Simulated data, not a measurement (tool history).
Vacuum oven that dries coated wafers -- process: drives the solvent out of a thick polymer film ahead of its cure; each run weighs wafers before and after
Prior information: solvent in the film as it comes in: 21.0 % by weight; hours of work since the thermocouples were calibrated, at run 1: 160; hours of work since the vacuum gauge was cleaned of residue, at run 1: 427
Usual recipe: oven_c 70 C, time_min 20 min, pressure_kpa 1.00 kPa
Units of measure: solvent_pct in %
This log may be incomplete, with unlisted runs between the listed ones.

run,hour,oven_c,time_min,pressure_kpa,hours of work since the thermocouples were calibrated,hours of work since the vacuum gauge was cleaned of residue,solvent_pct
1,0.0,70,20,1.00,160,427,4.13
2,41.8,70,20,1.00,181,447,4.04
3,77.8,70,20,1.00,198,465,4.09
4,119.0,70,20,1.00,218,485,3.96
5,140.7,70,13,1.00,229,495,6.54
6,174.5,70,13,1.00,245,512,6.34
7,215.9,70,20,1.55,265,532,4.27
8,233.4,70,34,1.00,274,540,1.66
9,259.5,70,34,1.00,287,553,1.59
10,291.6,70,34,1.00,302,569,1.57
# hour 296.9: oven's thermocouples calibrated
11,318.3,56,34,1.00,10,581,7.56
12,359.5,56,34,1.00,30,601,7.71
# hour 366.7: oven's thermocouples calibrated, once more
13,383.0,70,34,1.33,8,611,2.02
14,404.7,64,20,1.00,18,622,7.42
15,430.1,57,26,2.84,31,634,10.56
16,463.3,57,10,2.84,47,650,14.48
17,483.1,65,20,1.00,57,660,6.80
18,513.7,65,20,1.00,71,675,6.83
19,542.6,60,20,2.44,86,689,10.01
20,582.7,64,31,0.76,105,708,4.62
21,623.0,64,31,0.76,125,728,4.59
22,660.3,75,26,1.00,143,746,1.41
23,700.7,75,26,1.00,162,766,1.43
24,739.8,56,28,1.00,181,785,9.21

What if the next run were any one of these 3? Each begins from the tool's condition after run 24:
A,772.6,71,20,1.00,197,801,?
B,772.6,56,14,1.00,197,801,?
C,772.6,70,31,1.00,197,801,?

run,solvent_pct
A,3.77
B,12.79
C,2.21
Without the tool's unlogged condition, the same runs would have read:
run,solvent_pct
A,3.70
B,12.73
C,2.15
